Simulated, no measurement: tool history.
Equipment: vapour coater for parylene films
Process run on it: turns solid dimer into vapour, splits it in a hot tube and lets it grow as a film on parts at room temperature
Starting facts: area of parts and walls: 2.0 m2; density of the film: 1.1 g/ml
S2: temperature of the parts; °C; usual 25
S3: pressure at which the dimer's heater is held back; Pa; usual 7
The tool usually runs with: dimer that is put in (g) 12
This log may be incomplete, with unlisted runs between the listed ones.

{"run": 1, "hour": 0.0, "dimer that is put in (g)": 12, "S2": 25, "S3": 7, "thickness of the film (um)": 2.36}
{"run": 2, "hour": 52.8, "dimer that is put in (g)": 12, "S2": 25, "S3": 7, "thickness of the film (um)": 2.4}
{"run": 3, "hour": 94.9, "dimer that is put in (g)": 12, "S2": 25, "S3": 7, "thickness of the film (um)": 2.33}
{"run": 4, "hour": 137.4, "dimer that is put in (g)": 12, "S2": 25, "S3": 7, "thickness of the film (um)": 2.31}
{"run": 5, "hour": 183.8, "dimer that is put in (g)": 12, "S2": 25, "S3": 7, "thickness of the film (um)": 2.35}
{"run": 6, "hour": 235.2, "dimer that is put in (g)": 12, "S2": 25, "S3": 7, "thickness of the film (um)": 2.28}
{"run": 7, "hour": 292.0, "dimer that is put in (g)": 12, "S2": 25, "S3": 7, "thickness of the film (um)": 2.29}
{"run": 8, "hour": 354.7, "dimer that is put in (g)": 12, "S2": 25, "S3": 7, "thickness of the film (um)": 2.21}
{"run": 9, "hour": 383.8, "dimer that is put in (g)": 12, "S2": 25, "S3": 6.96, "thickness of the film (um)": 2.23}
{"run": 10, "hour": 441.0, "dimer that is put in (g)": 12, "S2": 25, "S3": 4.35, "thickness of the film (um)": 2.28}
{"run": 11, "hour": 502.9, "dimer that is put in (g)": 12, "S2": 25, "S3": 4.35, "thickness of the film (um)": 2.34}
{"hour": 525.5, "done": "trap's valve overhauled"}
{"run": 12, "hour": 562.9, "dimer that is put in (g)": 12, "S2": 25, "S3": 4.35, "thickness of the film (um)": 2.69}
{"run": 13, "hour": 611.6, "dimer that is put in (g)": 12, "S2": 25, "S3": 4.35, "thickness of the film (um)": 2.66}
{"hour": 615.8, "done": "table's thermometer calibrated"}
{"run": 14, "hour": 646.8, "dimer that is put in (g)": 12, "S2": 25, "S3": 4.35, "thickness of the film (um)": 2.64}
{"run": 15, "hour": 688.5, "dimer that is put in (g)": 12, "S2": 25, "S3": 4.35, "thickness of the film (um)": 2.6}
{"run": 16, "hour": 753.1, "dimer that is put in (g)": 12, "S2": 20, "S3": 7, "thickness of the film (um)": 2.63}
{"run": 17, "hour": 825.4, "dimer that is put in (g)": 12, "S2": 20, "S3": 7, "thickness of the film (um)": 2.6}
{"run": 18, "hour": 855.4, "dimer that is put in (g)": 12, "S2": 20, "S3": 7, "thickness of the film (um)": 2.62}
{"run": 19, "hour": 914.5, "dimer that is put in (g)": 12, "S2": 20, "S3": 7, "thickness of the film (um)": 2.54}
{"run": 20, "hour": 977.9, "dimer that is put in (g)": 12, "S2": 25, "S3": 7.93, "thickness of the film (um)": 2.22}
{"run": 21, "hour": 1017.9, "dimer that is put in (g)": 15, "S2": 25, "S3": 7.93, "thickness of the film (um)": 2.78}
{"hour": 1042.1, "done": "table's thermometer calibrated, once more"}
{"run": 22, "hour": 1053.2, "dimer that is put in (g)": 15, "S2": 25, "S3": 7.93, "thickness of the film (um)": 2.71}
{"run": 23, "hour": 1116.9, "dimer that is put in (g)": 15, "S2": 25, "S3": 7.93, "thickness of the film (um)": 2.72}
{"run": 24, "hour": 1164.1, "dimer that is put in (g)": 12, "S2": 27, "S3": 7, "thickness of the film (um)": 2.08}
{"hour": 1184.6, "done": "trap's valve overhauled"}
{"run": 25, "hour": 1239.8, "dimer that is put in (g)": 12, "S2": 22, "S3": 7, "thickness of the film (um)": 2.62}
{"run": 26, "hour": 1277.3, "dimer that is put in (g)": 6, "S2": 30, "S3": 5.87, "thickness of the film (um)": 1.14}
{"run": 27, "hour": 1339.3, "dimer that is put in (g)": 6, "S2": 30, "S3": 5.87, "thickness of the film (um)": 1.1}
{"run": 28, "hour": 1397.9, "dimer that is put in (g)": 11, "S2": 22, "S3": 8.61, "thickness of the film (um)": 2.24}
{"run": 29, "hour": 1451.5, "dimer that is put in (g)": 14, "S2": 25, "S3": 7, "thickness of the film (um)": 2.66}
{"run": 30, "hour": 1513.9, "dimer that is put in (g)": 13, "S2": 25, "S3": 6.59, "thickness of the film (um)": 2.54}
{"run": 31, "hour": 1561.1, "dimer that is put in (g)": 13, "S2": 25, "S3": 6.59, "thickness of the film (um)": 2.46}
{"run": 32, "hour": 1633.3, "dimer that is put in (g)": 13, "S2": 25, "S3": 6.59, "thickness of the film (um)": 2.47}
{"run": 33, "hour": 1664.6, "dimer that is put in (g)": 13, "S2": 25, "S3": 6.59, "thickness of the film (um)": 2.46}
{"run": 34, "hour": 1710.8, "dimer that is put in (g)": 8, "S2": 25, "S3": 7, "thickness of the film (um)": 1.51}
{"run": 35, "hour": 1780.4, "dimer that is put in (g)": 8, "S2": 25, "S3": 7, "thickness of the film (um)": 1.43}
{"run": 36, "hour": 1829.1, "dimer that is put in (g)": 8, "S2": 25, "S3": 7, "thickness of the film (um)": 1.42}
{"hour": 1844.9, "done": "trap's valve overhauled"}
{"run": 37, "hour": 1898.5, "dimer that is put in (g)": 8, "S2": 25, "S3": 7, "thickness of the film (um)": 1.63}
{"run": 38, "hour": 1937.2, "dimer that is put in (g)": 8, "S2": 25, "S3": 7, "thickness of the film (um)": 1.63}
{"run": 39, "hour": 1983.2, "dimer that is put in (g)": 16, "S2": 33, "S3": 2.82, "thickness of the film (um)": 3.15}
{"run": 40, "hour": 2030.5, "dimer that is put in (g)": 12, "S2": 22, "S3": 7, "thickness of the film (um)": 2.55}
{"run": 41, "hour": 2088.1, "dimer that is put in (g)": 6, "S2": 27, "S3": 7, "thickness of the film (um)": 1.18}
{"run": 42, "hour": 2159.3, "dimer that is put in (g)": 14, "S2": 17, "S3": 2.96, "thickness of the film (um)": 3.6}
{"run": 43, "hour": 2229.0, "dimer that is put in (g)": 19, "S2": 17, "S3": 2.3, "thickness of the film (um)": 4.96}
{"run": 44, "hour": 2300.2, "dimer that is put in (g)": 6, "S2": 36, "S3": 5.85, "thickness of the film (um)": 0.91}
{"run": 45, "hour": 2350.7, "dimer that is put in (g)": 7, "S2": 20, "S3": 3.24, "thickness of the film (um)": 1.6}
{"run": 46, "hour": 2412.8, "dimer that is put in (g)": 16, "S2": 27, "S3": 4.35, "thickness of the film (um)": 3.06}

Here are 4 independent what-if runs from the current tool condition. What would each one return?
{"run": "A", "hour": 2465.3, "dimer that is put in (g)": 16, "S2": 34, "S3": 10.72, "thickness of the film (um)": "?"}
{"run": "B", "hour": 2465.3, "dimer that is put in (g)": 9, "S2": 20, "S3": 7, "thickness of the film (um)": "?"}
{"run": "C", "hour": 2465.3, "dimer that is put in (g)": 16, "S2": 27, "S3": 3.21, "thickness of the film (um)": "?"}
{"run": "D", "hour": 2465.3, "dimer that is put in (g)": 11, "S2": 19, "S3": 4.02, "thickness of the film (um)": "?"}

run=A thickness_of_the_film_(um)=2.27
run=B thickness_of_the_film_(um)=1.76
run=C thickness_of_the_film_(um)=3.09
run=D thickness_of_the_film_(um)=2.42
What these runs would have given with no unlogged condition in the tool:
run=A thickness_of_the_film_(um)=2.61
run=B thickness_of_the_film_(um)=2.03
run=C thickness_of_the_film_(um)=3.56
run=D thickness_of_the_film_(um)=2.79

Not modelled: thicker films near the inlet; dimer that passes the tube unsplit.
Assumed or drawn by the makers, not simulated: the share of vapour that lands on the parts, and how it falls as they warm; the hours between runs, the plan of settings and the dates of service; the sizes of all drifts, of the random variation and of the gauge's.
